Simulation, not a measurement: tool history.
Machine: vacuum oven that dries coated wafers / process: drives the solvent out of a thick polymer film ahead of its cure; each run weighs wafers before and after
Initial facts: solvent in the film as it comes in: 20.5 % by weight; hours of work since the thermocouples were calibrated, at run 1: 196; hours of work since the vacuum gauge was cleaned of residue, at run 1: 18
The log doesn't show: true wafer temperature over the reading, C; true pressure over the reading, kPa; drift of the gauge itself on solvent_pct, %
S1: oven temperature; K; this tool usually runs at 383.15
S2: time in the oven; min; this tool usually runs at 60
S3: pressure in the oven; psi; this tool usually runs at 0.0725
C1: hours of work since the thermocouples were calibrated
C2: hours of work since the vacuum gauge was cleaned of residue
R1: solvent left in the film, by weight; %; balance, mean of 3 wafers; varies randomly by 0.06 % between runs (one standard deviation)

run   hour      S1  S2      S3   C1  C2    R1
  1    0.0  383.15  60  0.0725  196  18  3.31
  2   21.5  383.15  60  0.0725  206  29  3.14
  3   34.7  383.15  60  0.0725  212  35  3.25
  4   53.7  383.15  60  0.1388  222  44  3.54
  5   73.6  383.15  60  0.0725  231  54  3.27
  6   83.6  383.15  60  0.0725  236  59  3.19
  7   94.4  383.15  60  0.0725  241  64  3.30
  8  111.8  383.15  60  0.0725  250  72  3.27
  9  127.4  370.15  60  0.0725  257  80  6.70

Run 10 has not been measured yet. What should we expect?
 10  137.7  370.15  60  0.0725  262  85   ?

{"run 10": {"R1": 6.68}}
Take away the tool's hidden state, keep the run-to-run variation as it was, and the same run would have given R1 6.67 %.
